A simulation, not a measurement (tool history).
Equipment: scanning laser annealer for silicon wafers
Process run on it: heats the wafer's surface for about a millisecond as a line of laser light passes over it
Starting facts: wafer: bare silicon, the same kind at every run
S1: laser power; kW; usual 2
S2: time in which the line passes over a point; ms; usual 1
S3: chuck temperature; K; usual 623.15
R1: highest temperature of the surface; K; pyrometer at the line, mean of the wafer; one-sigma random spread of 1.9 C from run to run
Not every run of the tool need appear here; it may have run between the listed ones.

| run | hour | S1 | S2 | S3 | R1 |
|---|---|---|---|---|---|
| 1 | 0 | 2 | 1 | 623.15 | 1372.15 |
| 2 | 15.4 | 2 | 1 | 623.15 | 1367.15 |
| 3 | 32.3 | 1.942 | 1 | 623.15 | 1344.15 |
| 4 | 48.1 | 1.942 | 1 | 623.15 | 1343.15 |
| 5 | 74.8 | 2 | 1 | 654.15 | 1398.15 |
| 6 | 101.3 | 2 | 1 | 654.15 | 1395.15 |
| 7 | 125.6 | 2 | 1 | 654.15 | 1400.15 |
| 8 | 157.7 | 2 | 1 | 654.15 | 1396.15 |
| 9 | 188.6 | 2 | 1 | 654.15 | 1393.15 |
| 10 | 219.7 | 2 | 1.16 | 654.15 | 1442.15 |
| 11 | 242.5 | 2 | 1.16 | 654.15 | 1439.15 |
| 12 | 266.4 | 1.941 | 1.16 | 654.15 | 1412.15 |

Forecast run 13:
| 13 | 285.2 | 2.141 | 0.92 | 635.15 | ? |

Run 13 produced R1 1398.15 K.
Were there no unlogged condition in the tool, this run, its random variation unchanged, would have produced R1 1427.15 K.
